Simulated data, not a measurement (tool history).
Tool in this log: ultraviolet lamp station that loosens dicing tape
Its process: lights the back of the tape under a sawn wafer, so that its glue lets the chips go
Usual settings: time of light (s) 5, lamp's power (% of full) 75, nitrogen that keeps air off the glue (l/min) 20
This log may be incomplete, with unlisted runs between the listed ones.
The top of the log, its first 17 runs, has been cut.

run   hour  time of light (s)  lamp's power (% of full)  nitrogen that keeps air off the glue (l/min)  hours of work of the lamp  hours of work since the window was cleaned  force that peels the tape off (N)  light that reached the tape (J/m2)
 18    121                  9                        70                                            35                         99                                          24                              0.324                                6120
 19  125.6                  5                        75                                            20                        101                                          26                              1.164                                3670
     129.9  -- window cleaned of glue's vapour, once more
 20  132.8                  5                        75                                            20                        105                                           2                              0.888                                4220
 21  138.1                  5                        75                                            20                        108                                           4                              0.853                                4120
 22  143.1                  5                        75                                            20                        111                                           7                              0.911                                4100
 23  151.9                  5                        75                                            20                        115                                          12                              0.893                                4160
 24  159.2                  5                        75                                            20                        119                                          16                              0.924                                4110
 25  164.6                  5                        75                                            20                        122                                          19                              0.896                                4130
 26  173.3                  5                        75                                            20                        127                                          23                              0.935                                4080
 27  179.7                  2                        90                                             7                        130                                          27                              3.637                                1960
 28  185.6                  8                        79                                             7                        134                                          30                              0.672                                6790
 29  190.4                  8                        79                                             7                        136                                          33                              0.669                                6830
 30  200.2                  5                        75                                            28                        141                                          38                              0.791                                3990
 31    210                  5                        98                                             7                        147                                          43                              1.083                                5220
 32  217.3                  7                        92                                            20                        151                                          47                              0.328                                6850
 33  225.6                  2                        75                                            26                        155                                          52                               3.05                                1580
 34  231.6                  2                        75                                            26                        159                                          55                               3.13                                1630
 35  237.7                  8                        98                                            11                        162                                          58                              0.334                                8250

Run 36 comes next. What will it give?
 36  246.3                  8                        98                                            11                        166                                          63                                  ?                                   ?

force that peels the tape off (N): 0.35
light that reached the tape (J/m2): 8280
Were there no unlogged condition in the tool, this run, its random variation unchanged, would have produced force that peels the tape off (N) 0.3, light that reached the tape (J/m2) 9220.

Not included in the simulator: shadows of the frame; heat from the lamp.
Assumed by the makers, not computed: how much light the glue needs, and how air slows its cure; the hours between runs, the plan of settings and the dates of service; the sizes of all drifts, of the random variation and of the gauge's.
